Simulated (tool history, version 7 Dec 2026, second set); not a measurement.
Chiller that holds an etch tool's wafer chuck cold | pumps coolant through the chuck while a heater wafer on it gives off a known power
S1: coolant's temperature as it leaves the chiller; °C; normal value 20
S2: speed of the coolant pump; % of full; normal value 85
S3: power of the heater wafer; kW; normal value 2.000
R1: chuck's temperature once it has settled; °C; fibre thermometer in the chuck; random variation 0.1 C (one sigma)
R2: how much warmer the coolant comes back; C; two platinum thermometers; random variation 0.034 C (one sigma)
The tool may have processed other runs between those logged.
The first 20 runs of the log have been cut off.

run,hour,S1,S2,S3,R1,R2
21,992.8,28,85,1.565,40.8,4.40
22,1037.9,28,85,1.565,40.6,4.42
23,1070.2,21,62,1.613,38.7,6.36
24,1106.2,21,62,1.613,38.8,6.33
25,1176.6,21,62,1.613,38.8,6.35
26,1221.5,21,62,1.613,38.7,6.37
27,1254.5,18,77,1.453,31.2,4.60
28,1314.6,12,78,2.146,31.2,6.60
29,1373.7,12,85,2.377,31.6,6.73
30,1404.3,12,85,2.377,31.7,6.72
31,1457.9,20,98,1.472,30.6,3.61

3 ways to go on from here, each from the tool as it stands after run 31. What would each give?
A,1528.4,25,98,1.328,?,?
B,1528.4,20,77,1.472,?,?
C,1528.4,26,61,1.371,?,?

run,R1,R2
A,34.6,3.23
B,33.4,4.63
C,41.4,5.57
Without the tool's unlogged condition, the same runs would have read:
run,R1,R2
A,33.5,3.13
B,31.8,4.49
C,39.5,5.40

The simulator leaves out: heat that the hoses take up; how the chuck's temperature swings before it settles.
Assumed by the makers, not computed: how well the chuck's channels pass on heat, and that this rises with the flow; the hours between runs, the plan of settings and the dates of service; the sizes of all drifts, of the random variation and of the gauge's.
